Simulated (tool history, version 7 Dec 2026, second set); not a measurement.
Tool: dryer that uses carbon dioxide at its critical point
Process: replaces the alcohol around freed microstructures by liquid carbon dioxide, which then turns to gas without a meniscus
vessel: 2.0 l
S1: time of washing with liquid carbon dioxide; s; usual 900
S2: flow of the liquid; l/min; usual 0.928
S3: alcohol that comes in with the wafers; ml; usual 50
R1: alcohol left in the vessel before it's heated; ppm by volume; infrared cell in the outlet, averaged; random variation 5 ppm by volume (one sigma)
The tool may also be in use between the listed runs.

run  hour   S1     S2  S3   R1
  1   0.0  900  0.928  50  108
  2   7.9  840  0.928  50  143
  3  17.0  840  0.928  50  148
  4  21.5  840  0.928  50  155
  5  27.3  900  0.928  50  118
  6  35.8  900  0.928  50  119
  7  44.5  660  0.928  50  353
  8  52.5  900  0.928  50  129
  9  57.4  900  0.928  50  139
 10  65.4  900  0.928  50  143
 11  71.3  960  0.620  30  274
 12  76.0  960  0.620  30  265
 13  83.0  660  0.972  31  234
 14  86.9  660  0.972  31  245

The next listed run, before its measurement:
 15  91.6  1440  0.646  40   ?

Run 15 gave R1 111 ppm by volume.
Without the tool's hidden state the same run would have given R1 14 ppm by volume.

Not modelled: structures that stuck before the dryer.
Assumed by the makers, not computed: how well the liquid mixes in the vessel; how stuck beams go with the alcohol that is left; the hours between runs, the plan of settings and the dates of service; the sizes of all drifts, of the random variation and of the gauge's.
